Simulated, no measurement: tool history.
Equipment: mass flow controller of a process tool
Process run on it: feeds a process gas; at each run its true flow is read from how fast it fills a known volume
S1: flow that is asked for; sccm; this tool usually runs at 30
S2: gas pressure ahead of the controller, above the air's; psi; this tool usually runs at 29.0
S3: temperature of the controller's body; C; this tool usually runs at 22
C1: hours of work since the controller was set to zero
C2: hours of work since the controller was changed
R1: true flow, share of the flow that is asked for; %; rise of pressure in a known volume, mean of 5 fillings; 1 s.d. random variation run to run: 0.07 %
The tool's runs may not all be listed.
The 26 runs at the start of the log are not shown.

Run 27, hour 1533.4: usual settings but S1 10 sccm, S2 32.9 psi, S3 36 C; C1 1569; C2 1569. Result: R1 100.78 %.
Run 28, hour 1596.4: usual settings but S1 10 sccm, S2 32.9 psi, S3 36 C; C1 1603; C2 1603. Result: R1 100.77 %.
Run 29, hour 1660.9: usual settings but S1 10 sccm, S2 32.9 psi, S3 36 C; C1 1637; C2 1637. Result: R1 100.72 %.
Run 30, hour 1702.2: usual settings but S1 5 sccm, S2 21.0 psi; C1 1660; C2 1660. Result: R1 100.64 %.
Run 31, hour 1757.5: usual settings but S1 16 sccm, S2 31.2 psi, S3 38 C; C1 1689; C2 1689. Result: R1 100.68 %.
Run 32, hour 1836.6: usual settings but S1 43 sccm, S2 23.9 psi, S3 38 C; C1 1732; C2 1732. Result: R1 100.92 %.
Run 33, hour 1898.3: usual settings but S1 43 sccm, S2 23.9 psi, S3 38 C; C1 1765; C2 1765. Result: R1 101.04 %.
Run 34, hour 1944.9: usual settings but S1 11 sccm, S2 23.9 psi, S3 34 C; C1 1790; C2 1790. Result: R1 100.47 %.
Run 35, hour 2003.6: usual settings but S1 14 sccm, S2 23.9 psi, S3 24 C; C1 1822; C2 1822. Result: R1 99.49 %.
Run 36, hour 2053.0: usual settings but S1 14 sccm, S2 23.9 psi, S3 24 C; C1 1849; C2 1849. Result: R1 99.39 %.
Run 37, hour 2135.4: usual settings but S1 6 sccm, S2 38.0 psi; C1 1893; C2 1893. Result: R1 100.74 %.
Run 38, hour 2185.6: usual settings but S1 14 sccm, S3 37 C; C1 1920; C2 1920. Result: R1 100.63 %.
Run 39, hour 2237.1: usual settings but S1 11 sccm, S2 23.5 psi, S3 36 C; C1 1948; C2 1948. Result: R1 100.70 %.
Run 40, hour 2271.1: usual settings but S1 11 sccm, S2 31.9 psi; C1 1966; C2 1966. Result: R1 99.66 %.
Run 41, hour 2327.3: usual settings but S1 11 sccm, S2 21.0 psi, S3 32 C; C1 1996; C2 1996. Result: R1 100.15 %.

What will run 42 give?
Run 42, hour 2391.4: usual settings but S1 11 sccm, S2 21.0 psi, S3 32 C; C1 2031; C2 2031. Result: R1 ?.

Run 42 measured R1 100.14 %.
If the tool had no hidden condition, the same run with the same run-to-run variation would have returned R1 98.84 %.

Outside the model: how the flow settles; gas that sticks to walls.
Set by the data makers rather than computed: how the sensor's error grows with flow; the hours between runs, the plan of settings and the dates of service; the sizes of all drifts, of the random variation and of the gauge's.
